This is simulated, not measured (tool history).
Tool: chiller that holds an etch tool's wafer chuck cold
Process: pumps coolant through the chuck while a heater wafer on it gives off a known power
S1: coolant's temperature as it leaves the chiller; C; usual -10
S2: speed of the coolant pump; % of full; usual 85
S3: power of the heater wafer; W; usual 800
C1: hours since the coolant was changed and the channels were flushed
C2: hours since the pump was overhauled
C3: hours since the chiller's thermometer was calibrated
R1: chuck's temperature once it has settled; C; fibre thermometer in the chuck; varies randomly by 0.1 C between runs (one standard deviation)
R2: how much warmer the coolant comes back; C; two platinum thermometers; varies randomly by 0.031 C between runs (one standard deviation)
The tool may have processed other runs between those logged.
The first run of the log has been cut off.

run 2 day=6.154 | S1=-10 S2=85 S3=800 | C1=1456 C2=4936 C3=4704 | R1=-4.8 R2=2.00
run 3 day=11.729 | S1=-10 S2=100 S3=800 | C1=1590 C2=5069 C3=4837 | R1=-5.4 R2=1.72
run 4 day=18.558 | S1=-10 S2=100 S3=800 | C1=1753 C2=5233 C3=5001 | R1=-5.5 R2=1.72
run 5 day=24.738 | S1=-10 S2=85 S3=800 | C1=1902 C2=5381 C3=5149 | R1=-5.0 R2=2.10
-- day=25.946 chiller's thermometer calibrated
run 6 day=29.625 | S1=-10 S2=85 S3=800 | C1=2018 C2=5498 C3=88 | R1=-5.0 R2=2.10
run 7 day=35.371 | S1=-10 S2=85 S3=800 | C1=2156 C2=5636 C3=226 | R1=-5.1 R2=2.10
run 8 day=39.596 | S1=-10 S2=85 S3=800 | C1=2257 C2=5737 C3=328 | R1=-4.8 R2=2.14
run 9 day=43.533 | S1=-10 S2=85 S3=800 | C1=2352 C2=5832 C3=422 | R1=-4.9 R2=2.15
run 10 day=50.367 | S1=-10 S2=85 S3=800 | C1=2516 C2=5996 C3=586 | R1=-5.0 R2=2.21
run 11 day=56.046 | S1=-8 S2=85 S3=800 | C1=2652 C2=6132 C3=722 | R1=-2.8 R2=2.16
run 12 day=63.192 | S1=-10 S2=85 S3=800 | C1=2824 C2=6303 C3=894 | R1=-5.0 R2=2.16
run 13 day=66.996 | S1=-10 S2=85 S3=800 | C1=2915 C2=6395 C3=985 | R1=-5.0 R2=2.17
run 14 day=72.421 | S1=-10 S2=85 S3=800 | C1=3045 C2=6525 C3=1115 | R1=-5.0 R2=2.22
run 15 day=75.500 | S1=-10 S2=85 S3=800 | C1=3119 C2=6599 C3=1189 | R1=-5.0 R2=2.19
run 16 day=80.538 | S1=-10 S2=85 S3=800 | C1=3240 C2=6720 C3=1310 | R1=-5.0 R2=2.19
run 17 day=84.738 | S1=-2 S2=62 S3=776 | C1=3341 C2=6821 C3=1411 | R1=4.2 R2=2.98
run 18 day=89.179 | S1=-4 S2=71 S3=419 | C1=3447 C2=6927 C3=1518 | R1=-1.0 R2=1.50
run 19 day=93.404 | S1=-5 S2=64 S3=419 | C1=3549 C2=7028 C3=1619 | R1=-1.8 R2=1.65
run 20 day=100.217 | S1=-5 S2=64 S3=419 | C1=3712 C2=7192 C3=1782 | R1=-1.7 R2=1.68
run 21 day=106.500 | S1=-5 S2=64 S3=419 | C1=3863 C2=7343 C3=1933 | R1=-1.8 R2=1.60

What will run 22 give?
run 22 day=113.508 | S1=-14 S2=64 S3=726 | C1=4031 C2=7511 C3=2101 | R1=? R2=?

R1: -8.5 C
R2: 2.72 C
The same run, on a tool lacking any hidden state, would have yielded R1 -8.6 C, R2 2.53 C.

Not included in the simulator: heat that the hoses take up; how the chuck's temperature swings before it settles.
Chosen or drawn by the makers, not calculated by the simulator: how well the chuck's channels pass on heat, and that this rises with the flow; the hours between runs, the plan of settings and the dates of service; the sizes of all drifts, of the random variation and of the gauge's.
